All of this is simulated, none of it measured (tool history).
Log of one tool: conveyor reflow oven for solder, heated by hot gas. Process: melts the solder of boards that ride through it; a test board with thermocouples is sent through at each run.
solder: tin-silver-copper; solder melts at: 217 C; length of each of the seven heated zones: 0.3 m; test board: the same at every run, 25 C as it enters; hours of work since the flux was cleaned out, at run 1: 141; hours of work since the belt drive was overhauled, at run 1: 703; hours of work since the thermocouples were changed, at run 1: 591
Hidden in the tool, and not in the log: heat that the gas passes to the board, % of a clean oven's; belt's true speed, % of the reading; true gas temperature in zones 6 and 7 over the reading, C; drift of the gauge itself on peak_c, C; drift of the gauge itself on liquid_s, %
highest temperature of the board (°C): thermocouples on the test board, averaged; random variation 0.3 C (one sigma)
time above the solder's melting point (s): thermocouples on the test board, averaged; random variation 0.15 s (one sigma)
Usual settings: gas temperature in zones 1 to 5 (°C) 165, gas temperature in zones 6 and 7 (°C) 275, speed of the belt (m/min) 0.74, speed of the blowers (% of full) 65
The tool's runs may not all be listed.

run,hour,gas temperature in zones 1 to 5 (°C),gas temperature in zones 6 and 7 (°C),speed of the belt (m/min),speed of the blowers (% of full),hours of work since the flux was cleaned out,hours of work since the belt drive was overhauled,hours of work since the thermocouples were changed,highest temperature of the board (°C),time above the solder's melting point (s)
1,0,165,275,0.74,65,141,703,591,249.5,32.9
2,14.7,165,275,0.662,65,153,715,602,254,40.1
3,31.9,165,275,0.74,65,167,729,616,249.5,33
4,45.4,165,275,0.74,65,178,740,627,249.3,32.8
5,65.9,165,275,0.74,65,194,756,643,249.6,32.5
6,86.7,165,275,0.74,65,211,773,660,249.2,32.6
7,102,165,271,0.74,65,223,785,672,246,30.7
8,111.2,165,271,0.74,65,230,792,679,245.6,30.5
9,125,165,271,0.74,65,241,803,691,246.1,30.5
10,138.4,165,271,0.74,65,252,814,701,245.5,30.5
11,156.5,165,275,0.74,78,266,828,716,252.9,34.8
# hour 163: flux residue cleaned out of gas plates and filters
12,180.4,165,275,0.74,65,14,844,731,247.4,31.2
13,194.8,165,275,0.74,65,25,855,742,247.2,31.1
14,213.3,165,272,0.74,65,40,870,757,244.5,29.7
15,232.5,165,272,0.74,65,55,885,772,244.2,29.2
16,241.1,165,272,0.74,65,62,892,779,243.9,29.5
17,257.6,165,272,0.74,65,76,905,792,243.9,29
# hour 281.6: flux residue cleaned out of gas plates and filters, once more
18,281.6,165,272,0.74,83,0,921,808,254.5,36.4
19,294.5,155,275,0.758,60,10,931,818,246.7,28.5
20,311.1,160,275,0.758,52,24,944,831,243.8,26.7
21,322.2,165,275,0.74,76,32,953,840,254.7,36.3
22,339,165,275,0.74,76,46,966,854,254.4,36.1
23,359.3,165,270,0.74,65,62,983,870,247.4,31.6
24,377.8,159,271,0.849,59,77,997,885,237.3,20.3
25,389,165,275,0.74,74,86,1006,894,253.4,35.6
26,407.4,165,275,0.74,74,100,1021,908,253.7,35.5
27,416.5,165,275,0.74,74,108,1028,915,252.7,35.4
28,425.5,165,282,0.785,67,115,1035,923,254.4,33.3
29,435.5,180,278,0.785,67,123,1044,931,253.7,36.4
30,449.3,180,278,0.785,67,134,1055,942,253.8,36.6
31,468.3,178,275,0.885,65,149,1070,957,245.2,27.4

3 ways to go on from here, each from the tool as it stands after run 31. What would each give?
# hour 483.8: belt drive overhauled, speed set with a stopwatch
A,489.9,168,275,0.74,65,163,5,971,?,?
# hour 483.8: belt drive overhauled, speed set with a stopwatch
B,489.9,165,275,0.841,65,163,5,971,?,?
# hour 483.8: belt drive overhauled, speed set with a stopwatch
C,489.9,171,275,0.824,66,163,5,971,?,?

run,highest temperature of the board (°C),time above the solder's melting point (s)
A,249.4,32.5
B,242.7,24.4
C,246.3,27.6
Without the tool's hidden state the same runs would have given:
run,highest temperature of the board (°C),time above the solder's melting point (s)
A,253.3,34.7
B,246.8,26.8
C,250.2,29.9
